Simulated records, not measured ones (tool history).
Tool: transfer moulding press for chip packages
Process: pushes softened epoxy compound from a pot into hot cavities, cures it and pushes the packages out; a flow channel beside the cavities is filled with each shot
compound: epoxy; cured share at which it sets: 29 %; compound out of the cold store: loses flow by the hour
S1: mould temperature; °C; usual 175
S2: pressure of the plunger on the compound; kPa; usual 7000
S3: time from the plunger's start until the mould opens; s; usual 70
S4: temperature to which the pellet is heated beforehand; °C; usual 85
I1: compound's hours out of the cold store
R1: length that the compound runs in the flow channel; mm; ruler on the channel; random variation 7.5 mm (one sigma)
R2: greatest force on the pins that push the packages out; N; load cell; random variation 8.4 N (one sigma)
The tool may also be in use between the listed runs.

run 1 hour=0 | S1=175 S2=7000 S3=70 S4=85 | I1=16.9 | R1=928 R2=398
run 2 hour=5.4 | S1=175 S2=7000 S3=70 S4=85 | I1=42.2 | R1=815 R2=353
run 3 hour=12 | S1=175 S2=7000 S3=70 S4=85 | I1=23 | R1=909 R2=394
run 4 hour=21.7 | S1=175 S2=7000 S3=70 S4=85 | I1=28.9 | R1=867 R2=363
run 5 hour=32.1 | S1=178 S2=7000 S3=70 S4=85 | I1=46.2 | R1=798 R2=285
run 6 hour=38.9 | S1=178 S2=7000 S3=70 S4=85 | I1=47 | R1=798 R2=298
-- hour=43.6 cavities cleaned with cleaning compound and waxed
run 7 hour=45.6 | S1=178 S2=7000 S3=70 S4=85 | I1=34.5 | R1=842 R2=313
run 8 hour=50.3 | S1=178 S2=7000 S3=70 S4=85 | I1=44.6 | R1=815 R2=282
run 9 hour=58.1 | S1=175 S2=7000 S3=70 S4=85 | I1=34.4 | R1=847 R2=379
run 10 hour=66.4 | S1=175 S2=7000 S3=70 S4=85 | I1=16.7 | R1=936 R2=383
run 11 hour=72.9 | S1=175 S2=7000 S3=70 S4=85 | I1=40.6 | R1=819 R2=371
run 12 hour=79.8 | S1=175 S2=7000 S3=70 S4=85 | I1=16.4 | R1=918 R2=398
run 13 hour=87.6 | S1=175 S2=7000 S3=70 S4=85 | I1=18.3 | R1=917 R2=396
run 14 hour=91.9 | S1=178 S2=7000 S3=70 S4=85 | I1=14.8 | R1=917 R2=315
run 15 hour=96.4 | S1=178 S2=7000 S3=70 S4=85 | I1=37.1 | R1=837 R2=301
run 16 hour=105.2 | S1=175 S2=5210 S3=101 S4=78 | I1=14.1 | R1=811 R2=198
run 17 hour=111.4 | S1=180 S2=7000 S3=57 S4=95 | I1=15.3 | R1=904 R2=475
run 18 hour=116.1 | S1=180 S2=7000 S3=57 S4=95 | I1=26.1 | R1=867 R2=458
-- hour=120.3 cavities cleaned with cleaning compound and waxed
run 19 hour=127.6 | S1=175 S2=7000 S3=59 S4=75 | I1=37.7 | R1=840 R2=630
run 20 hour=133.5 | S1=175 S2=7000 S3=59 S4=75 | I1=20.6 | R1=904 R2=633
run 21 hour=144 | S1=175 S2=7000 S3=59 S4=75 | I1=21.9 | R1=900 R2=654
run 22 hour=152.7 | S1=175 S2=7000 S3=59 S4=75 | I1=18.4 | R1=903 R2=671
run 23 hour=157.9 | S1=175 S2=8550 S3=79 S4=75 | I1=16.8 | R1=1028 R2=305
run 24 hour=163.2 | S1=175 S2=8550 S3=79 S4=75 | I1=19.6 | R1=1004 R2=290
run 25 hour=171.5 | S1=178 S2=8740 S3=61 S4=94 | I1=17.6 | R1=1004 R2=465
run 26 hour=180.9 | S1=178 S2=8740 S3=61 S4=94 | I1=35.3 | R1=940 R2=419
run 27 hour=187.1 | S1=178 S2=8740 S3=61 S4=94 | I1=29 | R1=957 R2=422
run 28 hour=192.1 | S1=172 S2=8740 S3=53 S4=94 | I1=16.5 | R1=1033 R2=824

5 ways to go on from here, each from the tool as it stands after run 28. What would each give?
-- hour=197.4 cavities cleaned with cleaning compound and waxed
run A hour=203.3 | S1=175 S2=5440 S3=89 S4=85 | I1=15.5 | R1=? R2=?
-- hour=197.4 cavities cleaned with cleaning compound and waxed
run B hour=203.3 | S1=176 S2=8090 S3=79 S4=85 | I1=47.7 | R1=? R2=?
-- hour=197.4 cavities cleaned with cleaning compound and waxed
run C hour=203.3 | S1=172 S2=5750 S3=53 S4=94 | I1=34.6 | R1=? R2=?
-- hour=197.4 cavities cleaned with cleaning compound and waxed
run D hour=203.3 | S1=172 S2=7000 S3=70 S4=85 | I1=43.1 | R1=? R2=?
-- hour=197.4 cavities cleaned with cleaning compound and waxed
run E hour=203.3 | S1=182 S2=7000 S3=70 S4=86 | I1=26.6 | R1=? R2=?

run=A R1=821 R2=217
run=B R1=876 R2=255
run=C R1=761 R2=776
run=D R1=826 R2=432
run=E R1=865 R2=240
Without the tool's hidden state the same runs would have given:
run=A R1=821 R2=216
run=B R1=876 R2=255
run=C R1=762 R2=774
run=D R1=826 R2=431
run=E R1=866 R2=239

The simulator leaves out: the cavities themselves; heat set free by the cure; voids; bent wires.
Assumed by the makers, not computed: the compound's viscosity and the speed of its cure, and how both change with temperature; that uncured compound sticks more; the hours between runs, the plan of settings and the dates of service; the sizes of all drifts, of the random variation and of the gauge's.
